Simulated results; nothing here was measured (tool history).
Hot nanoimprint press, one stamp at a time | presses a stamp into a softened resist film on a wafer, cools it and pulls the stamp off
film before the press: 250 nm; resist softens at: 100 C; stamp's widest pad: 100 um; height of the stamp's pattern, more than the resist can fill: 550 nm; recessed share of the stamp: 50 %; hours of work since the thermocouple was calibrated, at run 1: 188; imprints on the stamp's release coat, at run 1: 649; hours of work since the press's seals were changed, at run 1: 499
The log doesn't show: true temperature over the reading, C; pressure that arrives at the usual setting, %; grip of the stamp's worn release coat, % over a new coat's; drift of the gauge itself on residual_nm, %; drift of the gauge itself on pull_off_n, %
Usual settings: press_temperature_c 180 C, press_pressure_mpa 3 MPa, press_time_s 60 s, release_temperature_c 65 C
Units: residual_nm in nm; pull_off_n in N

run    hour  press_temperature_c  press_pressure_mpa  press_time_s  release_temperature_c  hours of work since the thermocouple was calibrated  imprints on the stamp's release coat  hours of work since the press's seals were changed  residual_nm  pull_off_n
  1       0                  180                   3            60                     65                                                  188                                   649                                                 499           96         172
  2    46.7                  180                   3            60                     65                                                  219                                   838                                                 531         98.1         161
  3    91.7                  180                   3            79                     65                                                  250                                  1020                                                 561           86         170
  4   135.3                  180                   3            60                     65                                                  280                                  1196                                                 591         96.2         166
  5   178.5                  180                   3            60                     65                                                  309                                  1371                                                 620         95.5         166
  6   208.6                  180                   3            60                     65                                                  329                                  1493                                                 641           97         171
  7   270.4                  180                   3            60                     65                                                  371                                  1742                                                 683         96.2         180
  8   308.3                  180                   3            60                     65                                                  397                                  1895                                                 709         95.5         177
      333.7  -- stamp cleaned and given a new release coat
  9   341.9                  180                   3            60                     65                                                  416                                    33                                                 727         94.5         154
 10   398.3                  181                   3            60                     65                                                  454                                   261                                                 766         89.7         149
 11   450.8                  181                1.97            60                     65                                                  490                                   473                                                 801        110.7         156
 12   491.5                  180                   3            60                     65                                                  518                                   638                                                 829         95.7         161
        503  -- plate thermocouple calibrated
 13   554.4                  180                   3            60                     65                                                   35                                   880                                                 870         93.4         164
 14   605.3                  180                   3            60                     65                                                   70                                  1086                                                 904         92.7         165
 15     659                  180                   3            60                     65                                                  106                                  1303                                                 941         92.9         171
 16   685.6                  171                   3            60                     61                                                  124                                  1410                                                 959        132.4         192
      718.7  -- plate thermocouple calibrated, once more
 17     749                  171                4.04            60                     61                                                   21                                  1654                                                1000        128.2         201
 18   799.2                  171                4.04            60                     61                                                   55                                  1857                                                1034        130.3         202
      836.9  -- stamp cleaned and given a new release coat
 19   845.3                  190                   3            60                     53                                                   82                                    34                                                1061           67         205
 20     876                  188                   3            85                     60                                                  103                                   158                                                1082         63.4         165
 21   935.7                  169                   3            46                     67                                                  143                                   399                                                1123        166.7         150
 22   994.4                  180                4.06            37                     65                                                  183                                   636                                                1163        104.1         164
 23  1022.1                  180                   3            41                     62                                                  202                                   748                                                1181        115.8         180
 24  1058.2                  182                1.83            54                     57                                                  227                                   894                                                1206        117.6         202
     1121.5  -- press's hydraulic seals changed and the load cell set to zero
 25    1125                  188                   3            60                     65                                                  267                                  1132                                                   2         67.9         169
 26  1176.1                  177                   3            39                     68                                                  301                                  1338                                                  37        124.7         156
 27  1223.1                  180                2.21            92                     65                                                  333                                  1528                                                  69         91.6         171
 28  1249.9                  180                2.21            55                     65                                                  351                                  1637                                                  87        111.6         176
 29  1300.1                  186                2.21            55                     66                                                  386                                  1839                                                 121         87.9         170
     1340.3  -- stamp cleaned and given a new release coat
 30  1340.5                  180                   4            60                     53                                                  409                                     1                                                 145           82         202

3 ways to go on from here, each from the tool as it stands after run 30. What would each give?
  A  1381.1                  184                   3           100                     65                                                  437                                   165                                                 172            ?           ?
  B  1381.1                  188                   4            64                     65                                                  437                                   165                                                 172            ?           ?
  C  1381.1                  176                4.79            86                     65                                                  437                                   165                                                 172            ?           ?

run  residual_nm  pull_off_n
  A         62.9         150
  B         56.2         154
  C         75.5         151
Without the tool's hidden state the same runs would have given:
run  residual_nm  pull_off_n
  A         66.1         153
  B         58.7         157
  C         79.3         154
